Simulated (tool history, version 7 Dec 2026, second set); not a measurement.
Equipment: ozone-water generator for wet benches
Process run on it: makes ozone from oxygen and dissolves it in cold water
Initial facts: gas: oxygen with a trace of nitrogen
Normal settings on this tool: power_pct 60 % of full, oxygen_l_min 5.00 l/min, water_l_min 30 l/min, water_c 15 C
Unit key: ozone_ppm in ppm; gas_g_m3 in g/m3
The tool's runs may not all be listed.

| run | hour | power_pct | oxygen_l_min | water_l_min | water_c | ozone_ppm | gas_g_m3 |
|---|---|---|---|---|---|---|---|
| 1 | 0.0 | 60 | 5.00 | 30 | 15 | 8.9 | 140.3 |
| 2 | 83.5 | 60 | 5.00 | 30 | 15 | 8.9 | 140.5 |
| 3 | 233.3 | 60 | 5.00 | 30 | 15 | 8.6 | 136.9 |
|  | 282.6 | electrodes of the discharge changed |
| 4 | 349.4 | 60 | 5.00 | 30 | 15 | 12.2 | 197.2 |
| 5 | 479.9 | 60 | 5.00 | 30 | 15 | 12.2 | 195.2 |
|  | 544.3 | contactor cleaned |
| 6 | 568.6 | 60 | 5.00 | 30 | 15 | 11.1 | 196.2 |
| 7 | 725.3 | 60 | 5.00 | 30 | 15 | 10.9 | 194.3 |
| 8 | 824.4 | 60 | 5.00 | 30 | 15 | 11.1 | 192.5 |
|  | 906.0 | contactor cleaned, once more |
| 9 | 965.8 | 60 | 5.00 | 47 | 15 | 8.4 | 192.3 |
| 10 | 1107.0 | 60 | 5.00 | 47 | 15 | 8.3 | 191.1 |
| 11 | 1207.7 | 60 | 5.00 | 47 | 15 | 8.2 | 188.1 |
|  | 1291.8 | water thermometer calibrated |
| 12 | 1379.6 | 60 | 7.03 | 30 | 15 | 13.4 | 158.6 |
| 13 | 1461.5 | 60 | 7.03 | 30 | 15 | 13.5 | 157.4 |
| 14 | 1635.7 | 60 | 7.03 | 30 | 15 | 13.1 | 155.9 |
| 15 | 1782.6 | 60 | 7.03 | 30 | 15 | 12.7 | 156.0 |
| 16 | 1860.6 | 69 | 7.03 | 30 | 15 | 14.4 | 175.0 |

What will run 17 give?
| 17 | 2041.1 | 69 | 7.03 | 30 | 15 | ? | ? |

{"run 17": {"ozone_ppm": 14.2, "gas_g_m3": 172.5}}
With no hidden state in the tool, this same run would have given ozone_ppm 16.5 ppm, gas_g_m3 192.5 g/m3.
